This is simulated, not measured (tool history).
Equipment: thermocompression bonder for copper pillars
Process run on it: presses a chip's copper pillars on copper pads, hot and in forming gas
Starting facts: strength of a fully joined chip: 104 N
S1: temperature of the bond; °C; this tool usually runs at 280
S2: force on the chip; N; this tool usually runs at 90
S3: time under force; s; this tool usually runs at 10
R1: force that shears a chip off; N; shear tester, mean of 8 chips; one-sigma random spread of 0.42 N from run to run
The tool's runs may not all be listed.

| run | hour | S1 | S2 | S3 | R1 |
|---|---|---|---|---|---|
| 1 | 0.0 | 280 | 90 | 10 | 36.0 |
| 2 | 7.9 | 280 | 126 | 10 | 44.2 |
| 3 | 18.4 | 280 | 126 | 10 | 43.9 |
| 4 | 27.3 | 280 | 126 | 10 | 44.4 |
| 5 | 37.0 | 280 | 126 | 10 | 43.8 |
| 6 | 43.4 | 280 | 126 | 10 | 43.6 |
| 7 | 52.0 | 293 | 90 | 10 | 39.7 |
| 8 | 57.7 | 293 | 90 | 10 | 40.2 |
| 9 | 63.6 | 280 | 84 | 10 | 34.1 |
| 10 | 69.9 | 280 | 109 | 10 | 40.1 |
| 11 | 78.4 | 280 | 90 | 10 | 35.3 |
| 12 | 88.4 | 280 | 90 | 10 | 35.2 |
| 13 | 94.4 | 296 | 90 | 10 | 41.5 |
| 14 | 99.5 | 296 | 90 | 10 | 41.2 |
| 15 | 108.0 | 280 | 61 | 10 | 27.4 |
|  | 110.6 | heater calibrated with a thermocouple chip |
| 16 | 117.3 | 280 | 61 | 10 | 27.2 |
| 17 | 124.2 | 280 | 61 | 10 | 27.2 |
| 18 | 135.7 | 280 | 91 | 10 | 35.0 |
| 19 | 141.5 | 280 | 90 | 20 | 45.3 |
| 20 | 148.5 | 280 | 90 | 20 | 44.3 |
| 21 | 157.3 | 280 | 90 | 11 | 36.2 |
|  | 166.3 | heater calibrated with a thermocouple chip, once more |
| 22 | 169.3 | 273 | 90 | 10 | 33.1 |
| 23 | 178.6 | 275 | 90 | 26 | 48.8 |
| 24 | 186.0 | 265 | 111 | 19 | 45.0 |
| 25 | 192.3 | 284 | 91 | 5 | 28.9 |
| 26 | 201.3 | 284 | 70 | 18 | 40.0 |
| 27 | 208.3 | 284 | 62 | 30 | 44.5 |
| 28 | 213.5 | 270 | 90 | 8 | 29.6 |
| 29 | 222.9 | 270 | 90 | 8 | 29.5 |
|  | 229.4 | forming gas filter changed |
| 30 | 231.2 | 251 | 134 | 8 | 34.3 |
| 31 | 236.4 | 280 | 61 | 10 | 30.8 |
| 32 | 244.7 | 306 | 105 | 7 | 47.0 |
| 33 | 253.6 | 280 | 90 | 28 | 57.2 |
| 34 | 259.2 | 280 | 90 | 28 | 56.1 |
| 35 | 265.1 | 280 | 90 | 28 | 56.8 |
| 36 | 272.3 | 292 | 81 | 9 | 39.3 |
| 37 | 281.7 | 292 | 81 | 9 | 39.1 |
| 38 | 289.4 | 280 | 96 | 13 | 44.8 |
| 39 | 301.2 | 280 | 96 | 13 | 44.4 |

Difference, measured minus no-hidden-state, one row per run. Run-to-run variation is common to both terms; the gauge's own scatter need not be:
Hidden state present: true temperature of the bond over the reading, C; force that reaches the chip, % of what is set; oxide that the forming gas leaves, % of the face; drift of the gauge itself on shear_n, %.
| run | R1 |
|---|---|
| 1 | -2.7 |
| 2 | -3.3 |
| 3 | -3.4 |
| 4 | -3.4 |
| 5 | -3.5 |
| 6 | -3.5 |
| 7 | -3.3 |
| 8 | -3.3 |
| 9 | -2.9 |
| 10 | -3.5 |
| 11 | -3.1 |
| 12 | -3.2 |
| 13 | -3.7 |
| 14 | -3.7 |
| 15 | -2.6 |
| 16 | -3.1 |
| 17 | -3.2 |
| 18 | -4.1 |
| 19 | -5.1 |
| 20 | -5.2 |
| 21 | -4.4 |
| 22 | -2.3 |
| 23 | -3.5 |
| 24 | -3.3 |
| 25 | -2.0 |
| 26 | -3.0 |
| 27 | -3.5 |
| 28 | -2.3 |
| 29 | -2.3 |
| 30 | +0.5 |
| 31 | +0.4 |
| 32 | +0.5 |
| 33 | +0.5 |
| 34 | +0.4 |
| 35 | +0.3 |
| 36 | +0.3 |
| 37 | +0.2 |
| 38 | +0.1 |
| 39 | +0.0 |
